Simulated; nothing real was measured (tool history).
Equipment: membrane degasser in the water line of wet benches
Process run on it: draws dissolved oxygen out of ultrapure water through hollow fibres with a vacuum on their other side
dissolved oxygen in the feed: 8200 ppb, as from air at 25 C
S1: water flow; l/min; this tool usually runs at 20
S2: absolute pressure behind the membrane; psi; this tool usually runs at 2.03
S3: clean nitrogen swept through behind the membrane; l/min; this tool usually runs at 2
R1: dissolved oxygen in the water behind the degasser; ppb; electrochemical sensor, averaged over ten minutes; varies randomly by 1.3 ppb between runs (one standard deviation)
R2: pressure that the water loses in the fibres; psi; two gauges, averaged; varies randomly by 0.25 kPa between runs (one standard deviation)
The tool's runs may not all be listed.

Run 1, hour 0: usual settings. Result: R1 257.4 ppb, R2 10.142 psi.
Run 2, hour 130.9: usual settings. Result: R1 258.1 ppb, R2 10.121 psi.
Run 3, hour 327.7: usual settings. Result: R1 258.2 ppb, R2 10.093 psi.
Run 4, hour 515.3: usual settings. Result: R1 258.8 ppb, R2 10.185 psi.
Run 5, hour 652.9: usual settings. Result: R1 260.6 ppb, R2 10.216 psi.
Run 6, hour 848: usual settings but S3 1.35 l/min. Result: R1 366 ppb, R2 10.285 psi.
Run 7, hour 1053.9: usual settings but S3 1.35 l/min. Result: R1 365.1 ppb, R2 10.259 psi.
Run 8, hour 1209.7: usual settings. Result: R1 258.4 ppb, R2 10.192 psi.
Run 9, hour 1347.6: usual settings. Result: R1 258.8 ppb, R2 10.347 psi.
Run 10, hour 1518.7: usual settings. Result: R1 260.6 ppb, R2 10.235 psi.
Run 11, hour 1680: usual settings but S2 2.41 psi. Result: R1 321.9 ppb, R2 10.295 psi.
Run 12, hour 1779.4: usual settings but S2 1.23 psi. Result: R1 134.9 ppb, R2 10.382 psi.
Run 13, hour 1867.8: usual settings but S2 1.31 psi. Result: R1 146.9 ppb, R2 10.302 psi.
Run 14, hour 1978.5: usual settings but S2 1.31 psi. Result: R1 148.6 ppb, R2 10.364 psi.
Run 15, hour 2142.5: usual settings but S2 1.31 psi. Result: R1 146.7 ppb, R2 10.43 psi.
Run 16, hour 2349: usual settings but S2 1.31 psi. Result: R1 148.3 ppb, R2 10.359 psi.
Run 17, hour 2555.5: usual settings but S1 21 l/min, S2 2.89 psi, S3 5.15 l/min. Result: R1 179 ppb, R2 10.929 psi.
At hour 2609: seals of the vacuum lines changed.
Run 18, hour 2732: usual settings but S1 25 l/min, S3 1.75 l/min. Result: R1 366.5 ppb, R2 13.064 psi.
Run 19, hour 2823.4: usual settings but S1 25 l/min, S3 1.75 l/min. Result: R1 366.2 ppb, R2 13.129 psi.
Run 20, hour 2974.3: usual settings but S1 25 l/min, S3 4.09 l/min. Result: R1 183.6 ppb, R2 13.094 psi.
Run 21, hour 3108.6: usual settings but S1 15 l/min, S3 4.09 l/min. Result: R1 100.5 ppb, R2 7.919 psi.
At hour 3121: vacuum gauge calibrated.
Run 22, hour 3314.9: usual settings but S1 16 l/min, S2 1.78 psi, S3 1.55 l/min. Result: R1 221 ppb, R2 8.417 psi.

Run 23, settings as shown, results not yet in. Your forecast:
Run 23, hour 3423.2: usual settings but S1 18 l/min, S2 2.26 psi, S3 1.55 l/min. Result: R1 ?, R2 ?.

R1: 335.9 ppb
R2: 9.426 psi
Without the tool's hidden state the same run would have given R1 330.6 ppb, R2 8.505 psi.

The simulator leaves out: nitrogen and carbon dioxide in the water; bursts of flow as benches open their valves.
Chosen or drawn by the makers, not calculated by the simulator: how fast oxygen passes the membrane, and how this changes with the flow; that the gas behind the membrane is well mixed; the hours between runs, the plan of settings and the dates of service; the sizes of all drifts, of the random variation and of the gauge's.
